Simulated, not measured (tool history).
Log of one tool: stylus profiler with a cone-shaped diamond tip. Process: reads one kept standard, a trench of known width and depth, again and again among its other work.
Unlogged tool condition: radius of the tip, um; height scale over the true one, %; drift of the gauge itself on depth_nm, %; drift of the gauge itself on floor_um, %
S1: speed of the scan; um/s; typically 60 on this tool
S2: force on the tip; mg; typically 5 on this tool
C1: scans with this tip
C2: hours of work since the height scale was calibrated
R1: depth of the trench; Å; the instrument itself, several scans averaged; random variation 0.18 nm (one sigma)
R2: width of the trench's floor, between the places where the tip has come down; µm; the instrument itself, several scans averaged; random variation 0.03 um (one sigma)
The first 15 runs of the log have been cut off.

{"run": 16, "hour": 413.7, "S1": 60, "S2": 5, "C1": 20245, "C2": 1760, "R1": 10250.1, "R2": 44.76}
{"run": 17, "hour": 440.8, "S1": 60, "S2": 5, "C1": 20460, "C2": 1779, "R1": 10249, "R2": 44.79}
{"run": 18, "hour": 458.4, "S1": 60, "S2": 5, "C1": 20600, "C2": 1791, "R1": 10246, "R2": 44.77}
{"run": 19, "hour": 481.8, "S1": 60, "S2": 5, "C1": 20786, "C2": 1807, "R1": 10251.8, "R2": 44.72}
{"hour": 508.8, "done": "new tip fitted, height scale calibrated"}
{"run": 20, "hour": 517.1, "S1": 16, "S2": 5, "C1": 66, "C2": 6, "R1": 10217.5, "R2": 46.44}
{"run": 21, "hour": 540.1, "S1": 16, "S2": 5, "C1": 249, "C2": 22, "R1": 10215.9, "R2": 46.44}
{"hour": 543.7, "done": "height scale calibrated on a step standard"}
{"run": 22, "hour": 570.8, "S1": 30, "S2": 5, "C1": 489, "C2": 19, "R1": 10212.8, "R2": 46.33}
{"run": 23, "hour": 600.1, "S1": 30, "S2": 5, "C1": 722, "C2": 39, "R1": 10218.1, "R2": 46.35}
{"hour": 615.0, "done": "height scale calibrated on a step standard, once more"}
{"run": 24, "hour": 619.2, "S1": 30, "S2": 5, "C1": 870, "C2": 3, "R1": 10228.3, "R2": 46.32}
{"run": 25, "hour": 640.8, "S1": 157, "S2": 1.98, "C1": 1041, "C2": 18, "R1": 10121.2, "R2": 45.49}
{"run": 26, "hour": 664.9, "S1": 90, "S2": 1.82, "C1": 1232, "C2": 34, "R1": 10118.4, "R2": 45.81}
{"run": 27, "hour": 697.9, "S1": 60, "S2": 12.71, "C1": 1495, "C2": 57, "R1": 10424.7, "R2": 46.25}
{"run": 28, "hour": 730.5, "S1": 130, "S2": 1.7, "C1": 1753, "C2": 80, "R1": 10113.5, "R2": 45.55}
{"run": 29, "hour": 748.9, "S1": 173, "S2": 3.74, "C1": 1900, "C2": 92, "R1": 10190.6, "R2": 45.62}
{"run": 30, "hour": 765.7, "S1": 67, "S2": 11.56, "C1": 2033, "C2": 104, "R1": 10400.9, "R2": 46.15}
{"run": 31, "hour": 785.1, "S1": 106, "S2": 2.58, "C1": 2187, "C2": 117, "R1": 10150.1, "R2": 45.82}
{"run": 32, "hour": 800.9, "S1": 29, "S2": 4.78, "C1": 2313, "C2": 128, "R1": 10220.5, "R2": 46.16}
{"run": 33, "hour": 831.4, "S1": 29, "S2": 4.78, "C1": 2556, "C2": 150, "R1": 10220.8, "R2": 46.21}
{"run": 34, "hour": 860.0, "S1": 197, "S2": 11.54, "C1": 2782, "C2": 169, "R1": 10400.3, "R2": 45.75}
{"run": 35, "hour": 875.9, "S1": 17, "S2": 2.41, "C1": 2909, "C2": 180, "R1": 10143.9, "R2": 46.13}
{"run": 36, "hour": 893.8, "S1": 109, "S2": 5, "C1": 3051, "C2": 193, "R1": 10233.3, "R2": 45.82}
{"run": 37, "hour": 928.0, "S1": 167, "S2": 1.67, "C1": 3323, "C2": 216, "R1": 10115.6, "R2": 45.12}
{"run": 38, "hour": 951.4, "S1": 167, "S2": 1.67, "C1": 3509, "C2": 232, "R1": 10115.4, "R2": 45.13}
{"run": 39, "hour": 972.9, "S1": 75, "S2": 5.87, "C1": 3679, "C2": 247, "R1": 10258.3, "R2": 45.94}
{"run": 40, "hour": 1007.5, "S1": 83, "S2": 5.5, "C1": 3954, "C2": 271, "R1": 10245.1, "R2": 45.86}

For run 41, what comes out?
{"run": 41, "hour": 1033.7, "S1": 83, "S2": 5.5, "C1": 4162, "C2": 289, "R1": "?", "R2": "?"}

For run 41 the tool returned R1 10249 Å, R2 45.81 µm.
Take away the tool's hidden state, keep the run-to-run variation as it was, and the same run would have given R1 10241.7 Å, R2 46.2 µm.
